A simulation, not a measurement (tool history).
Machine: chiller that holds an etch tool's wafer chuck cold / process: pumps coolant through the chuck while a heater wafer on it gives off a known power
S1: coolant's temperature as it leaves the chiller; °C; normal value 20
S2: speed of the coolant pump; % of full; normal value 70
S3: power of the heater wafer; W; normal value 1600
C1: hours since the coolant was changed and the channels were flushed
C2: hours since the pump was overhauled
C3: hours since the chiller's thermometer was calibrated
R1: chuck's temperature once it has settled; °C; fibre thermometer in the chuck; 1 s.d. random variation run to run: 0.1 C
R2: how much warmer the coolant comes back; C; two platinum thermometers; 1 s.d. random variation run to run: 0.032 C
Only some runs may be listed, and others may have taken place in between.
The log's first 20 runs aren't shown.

run 21 day=81.988 | S1=20 S2=74 S3=889 | C1=2698 C2=5777 C3=241 | R1=25.9 R2=2.32
run 22 day=87.279 | S1=11 S2=71 S3=1722 | C1=2825 C2=5904 C3=368 | R1=23 R2=4.62
run 23 day=90.438 | S1=11 S2=71 S3=1722 | C1=2901 C2=5979 C3=443 | R1=22.8 R2=4.63
run 24 day=95.408 | S1=29 S2=72 S3=1830 | C1=3020 C2=6099 C3=563 | R1=41.7 R2=4.87
-- day=97.579 chiller's thermometer calibrated, once more
run 25 day=98.229 | S1=13 S2=72 S3=1830 | C1=3087 C2=6165 C3=16 | R1=26.2 R2=4.85
run 26 day=102.367 | S1=24 S2=61 S3=1600 | C1=3186 C2=6265 C3=115 | R1=37 R2=4.95
run 27 day=105.033 | S1=24 S2=61 S3=1600 | C1=3250 C2=6329 C3=179 | R1=36.8 R2=5.05
run 28 day=107.721 | S1=24 S2=61 S3=1600 | C1=3314 C2=6393 C3=243 | R1=37.2 R2=5.08
run 29 day=112.942 | S1=24 S2=61 S3=1600 | C1=3440 C2=6518 C3=369 | R1=36.9 R2=4.99
run 30 day=117.675 | S1=24 S2=61 S3=1600 | C1=3553 C2=6632 C3=482 | R1=36.9 R2=4.99
run 31 day=122.779 | S1=24 S2=97 S3=1600 | C1=3676 C2=6755 C3=605 | R1=33.5 R2=3.21

3 ways to go on from here, each from the tool as it stands after run 31. What would each give?
run A day=127.725 | S1=27 S2=71 S3=1600 | C1=3795 C2=6873 C3=724 | R1=? R2=?
run B day=127.725 | S1=13 S2=97 S3=2399 | C1=3795 C2=6873 C3=724 | R1=? R2=?
run C day=127.725 | S1=12 S2=97 S3=1602 | C1=3795 C2=6873 C3=724 | R1=? R2=?

run=A R1=38.6 R2=4.35
run=B R1=27.2 R2=4.78
run=C R1=21.3 R2=3.24
Stripped of hidden state, with their random variation kept, the same runs would have yielded:
run=A R1=37.1 R2=3.91
run=B R1=25.3 R2=4.3
run=C R1=20.1 R2=2.92
